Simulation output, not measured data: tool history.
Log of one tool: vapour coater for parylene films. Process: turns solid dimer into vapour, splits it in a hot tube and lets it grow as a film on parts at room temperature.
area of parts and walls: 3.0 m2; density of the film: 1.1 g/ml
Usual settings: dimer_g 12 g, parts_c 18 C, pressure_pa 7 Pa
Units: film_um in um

| run | day | dimer_g | parts_c | pressure_pa | film_um |
|---|---|---|---|---|---|
| 1 | 0 | 12 | 18 | 7 | 2.52 |
| 2 | 1.125 | 12 | 18 | 7 | 2.51 |
| 3 | 2.2 | 12 | 18 | 2.11 | 3.02 |
| 4 | 2.912 | 12 | 18 | 2.11 | 2.99 |
| 5 | 3.7 | 12 | 18 | 2.11 | 2.98 |
| 6 | 4.525 | 12 | 18 | 2.11 | 3 |
|  | 4.996 | trap's valve overhauled |
| 7 | 5.233 | 12 | 18 | 2.11 | 2.91 |
| 8 | 6.238 | 12 | 18 | 2.11 | 2.91 |
| 9 | 7.15 | 7 | 18 | 7 | 1.4 |
| 10 | 8.142 | 7 | 18 | 7 | 1.42 |
| 11 | 9.142 | 7 | 18 | 7 | 1.38 |
| 12 | 9.708 | 7 | 18 | 7 | 1.38 |
|  | 10.267 | trap's valve overhauled, once more |
| 13 | 10.875 | 16 | 18 | 7 | 3.47 |
| 14 | 11.925 | 16 | 18 | 7 | 3.44 |
| 15 | 12.788 | 8 | 18 | 7 | 1.7 |
| 16 | 13.667 | 8 | 18 | 7 | 1.72 |
| 17 | 14.217 | 8 | 18 | 7 | 1.72 |
| 18 | 15.312 | 8 | 18 | 7 | 1.71 |
| 19 | 16.012 | 8 | 15 | 4 | 1.99 |
| 20 | 16.708 | 12 | 18 | 2.1 | 3.08 |
| 21 | 17.396 | 12 | 18 | 2.1 | 3.08 |
| 22 | 18.283 | 9 | 22 | 4.61 | 1.88 |
| 23 | 19.238 | 16 | 21 | 3.26 | 3.59 |
| 24 | 19.858 | 16 | 21 | 3.26 | 3.6 |
| 25 | 20.9 | 11 | 22 | 3.26 | 2.39 |
| 26 | 21.717 | 11 | 22 | 3.26 | 2.41 |
| 27 | 22.75 | 11 | 22 | 3.26 | 2.38 |
| 28 | 23.854 | 12 | 12 | 3.78 | 3.17 |
| 29 | 24.754 | 12 | 12 | 3.78 | 3.19 |

Some steps in film_um between neighbouring runs. How much of each would the tool show without its hidden state too (settings, what came in, random variation), and how much is left for the hidden state, with any gauge scatter that isn't in both results?
The hidden state here: vapour lost through the trap's worn valve, %; true temperature of the parts over the reading, C; drift of the gauge itself on film_um, %.
Run 8 -> 9: dimer_g 12 -> 7, pressure_pa 2.11 -> 7. film_um -1.51 um: hidden state +0.11, all else -1.62.
Run 12 -> 13: dimer_g 7 -> 16, trap's valve overhauled, once more. film_um +2.09 um: hidden state +0.12, all else +1.97.
Run 14 -> 15: dimer_g 16 -> 8. film_um -1.74 um: hidden state +0, all else -1.74.
